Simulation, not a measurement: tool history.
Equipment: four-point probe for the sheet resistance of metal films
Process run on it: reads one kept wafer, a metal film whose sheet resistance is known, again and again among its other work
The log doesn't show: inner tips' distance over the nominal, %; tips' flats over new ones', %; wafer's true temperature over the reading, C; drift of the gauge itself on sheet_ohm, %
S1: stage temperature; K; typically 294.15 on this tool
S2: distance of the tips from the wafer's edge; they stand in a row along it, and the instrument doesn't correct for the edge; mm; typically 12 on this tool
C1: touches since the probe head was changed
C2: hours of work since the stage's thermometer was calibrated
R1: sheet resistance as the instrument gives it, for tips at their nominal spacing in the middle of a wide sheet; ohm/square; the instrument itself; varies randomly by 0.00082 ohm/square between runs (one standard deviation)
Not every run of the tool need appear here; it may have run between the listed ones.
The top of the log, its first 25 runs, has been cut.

Run 26, hour 1705.0: usual settings but S1 299.15 K, S2 9 mm; C1 52003; C2 160. Result: R1 4.069276 ohm/square.
Run 27, hour 1745.6: usual settings but S1 296.15 K, S2 9 mm; C1 53985; C2 190. Result: R1 4.053099 ohm/square.
Run 28, hour 1834.2: usual settings but S1 296.15 K, S2 60 mm; C1 58297; C2 256. Result: R1 4.024856 ohm/square.
Run 29, hour 1927.6: usual settings but S1 296.15 K, S2 60 mm; C1 62849; C2 326. Result: R1 4.021357 ohm/square.
Run 30, hour 1969.8: usual settings but S1 296.15 K, S2 60 mm; C1 64905; C2 357. Result: R1 4.018431 ohm/square.
Run 31, hour 2009.6: usual settings but S1 297.15 K, S2 31 mm; C1 66844; C2 387. Result: R1 4.022812 ohm/square.
Run 32, hour 2050.4: usual settings but S1 297.15 K, S2 31 mm; C1 68830; C2 417. Result: R1 4.023452 ohm/square.
Run 33, hour 2117.3: usual settings but S1 308.15 K, S2 3 mm; C1 72090; C2 467. Result: R1 4.303425 ohm/square.
Run 34, hour 2206.8: usual settings but S1 308.15 K, S2 3 mm; C1 76449; C2 533. Result: R1 4.301432 ohm/square.
Run 35, hour 2278.7: usual settings but S1 302.15 K, S2 4 mm; C1 79954; C2 587. Result: R1 4.169923 ohm/square.
Run 36, hour 2364.5: usual settings but S1 302.15 K, S2 4 mm; C1 84136; C2 650. Result: R1 4.167658 ohm/square.
Run 37, hour 2423.6: usual settings but S1 298.15 K, S2 21 mm; C1 87016; C2 694. Result: R1 4.018232 ohm/square.
At hour 2440.1: new probe head fitted.
Run 38, hour 2486.9: usual settings but S1 292.15 K, S2 5 mm; C1 2279; C2 741. Result: R1 4.130222 ohm/square.
Run 39, hour 2546.7: usual settings but S1 292.15 K, S2 5 mm; C1 5191; C2 785. Result: R1 4.127788 ohm/square.
Run 40, hour 2585.7: usual settings but S1 292.15 K, S2 5 mm; C1 7090; C2 814. Result: R1 4.127773 ohm/square.
Run 41, hour 2650.8: usual settings but S1 291.15 K, S2 59 mm; C1 10264; C2 862. Result: R1 4.033264 ohm/square.
Run 42, hour 2707.5: usual settings but S1 296.15 K, S2 52 mm; C1 13025; C2 905. Result: R1 4.059576 ohm/square.
Run 43, hour 2765.2: usual settings but S1 297.15 K, S2 51 mm; C1 15839; C2 947. Result: R1 4.061769 ohm/square.
Run 44, hour 2807.3: usual settings but S1 297.15 K, S2 51 mm; C1 17887; C2 979. Result: R1 4.061758 ohm/square.

Forecast each of these 3 alternatives for the next run:
Run A, hour 2893.1: usual settings but S1 300.15 K, S2 11 mm; C1 22069; C2 1042. Result: R1 ?.
Run B, hour 2893.1: usual settings but S1 291.15 K, S2 3 mm; C1 22069; C2 1042. Result: R1 ?.
Run C, hour 2893.1: usual settings but S1 297.15 K; C1 22069; C2 1042. Result: R1 ?.

run        R1
  A  4.091393
  B  4.250457
  C  4.072874
Stripped of hidden state, with their random variation kept, the same runs would have yielded:
run        R1
  A  4.111014
  B  4.270830
  C  4.092428
